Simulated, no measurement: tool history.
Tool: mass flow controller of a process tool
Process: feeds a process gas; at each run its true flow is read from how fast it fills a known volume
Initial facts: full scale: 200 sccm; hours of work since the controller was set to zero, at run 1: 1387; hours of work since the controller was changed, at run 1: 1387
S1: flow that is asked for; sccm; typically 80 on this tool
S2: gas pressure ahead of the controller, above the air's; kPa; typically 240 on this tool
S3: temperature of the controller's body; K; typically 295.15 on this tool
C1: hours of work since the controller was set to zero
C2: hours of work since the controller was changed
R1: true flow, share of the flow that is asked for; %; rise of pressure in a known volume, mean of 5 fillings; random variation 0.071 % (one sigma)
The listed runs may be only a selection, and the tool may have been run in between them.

{"run": 1, "hour": 0.0, "S1": 80, "S2": 240, "S3": 295.15, "C1": 1387, "C2": 1387, "R1": 100.07}
{"run": 2, "hour": 300.7, "S1": 80, "S2": 240, "S3": 295.15, "C1": 1522, "C2": 1522, "R1": 100.08}
{"run": 3, "hour": 472.2, "S1": 80, "S2": 240, "S3": 295.15, "C1": 1599, "C2": 1599, "R1": 100.14}
{"run": 4, "hour": 758.1, "S1": 80, "S2": 240, "S3": 295.15, "C1": 1727, "C2": 1727, "R1": 100.07}
{"run": 5, "hour": 951.7, "S1": 80, "S2": 240, "S3": 295.15, "C1": 1814, "C2": 1814, "R1": 100.12}
{"run": 6, "hour": 1275.3, "S1": 80, "S2": 240, "S3": 295.15, "C1": 1959, "C2": 1959, "R1": 100.07}
{"run": 7, "hour": 1558.6, "S1": 80, "S2": 240, "S3": 295.15, "C1": 2086, "C2": 2086, "R1": 100.12}
{"run": 8, "hour": 1705.8, "S1": 80, "S2": 240, "S3": 308.15, "C1": 2152, "C2": 2152, "R1": 99.02}
{"run": 9, "hour": 1976.6, "S1": 54, "S2": 240, "S3": 305.15, "C1": 2274, "C2": 2274, "R1": 99.43}
{"run": 10, "hour": 2206.6, "S1": 80, "S2": 270, "S3": 304.15, "C1": 2377, "C2": 2377, "R1": 99.84}
{"run": 11, "hour": 2372.6, "S1": 80, "S2": 270, "S3": 304.15, "C1": 2451, "C2": 2451, "R1": 99.89}
{"run": 12, "hour": 2584.0, "S1": 80, "S2": 270, "S3": 304.15, "C1": 2546, "C2": 2546, "R1": 99.75}
{"run": 13, "hour": 2793.7, "S1": 192, "S2": 240, "S3": 306.15, "C1": 2640, "C2": 2640, "R1": 99.86}
{"run": 14, "hour": 3130.6, "S1": 192, "S2": 240, "S3": 306.15, "C1": 2791, "C2": 2791, "R1": 99.82}
{"run": 15, "hour": 3407.5, "S1": 192, "S2": 270, "S3": 294.15, "C1": 2916, "C2": 2916, "R1": 101.0}

Each row is a separate what-if for the run after 15, all from the same tool condition, not one after another. Results?
{"run": "A", "hour": 3663.8, "S1": 192, "S2": 270, "S3": 304.15, "C1": 3031, "C2": 3031, "R1": "?"}
{"run": "B", "hour": 3663.8, "S1": 78, "S2": 150, "S3": 294.15, "C1": 3031, "C2": 3031, "R1": "?"}
{"run": "C", "hour": 3663.8, "S1": 32, "S2": 270, "S3": 294.15, "C1": 3031, "C2": 3031, "R1": "?"}
{"run": "D", "hour": 3663.8, "S1": 192, "S2": 270, "S3": 294.15, "C1": 3031, "C2": 3031, "R1": "?"}

run=A R1=100.34
run=B R1=99.89
run=C R1=100.30
run=D R1=100.95
What these runs would have given with no unlogged condition in the tool:
run=A R1=100.07
run=B R1=99.62
run=C R1=100.02
run=D R1=100.68
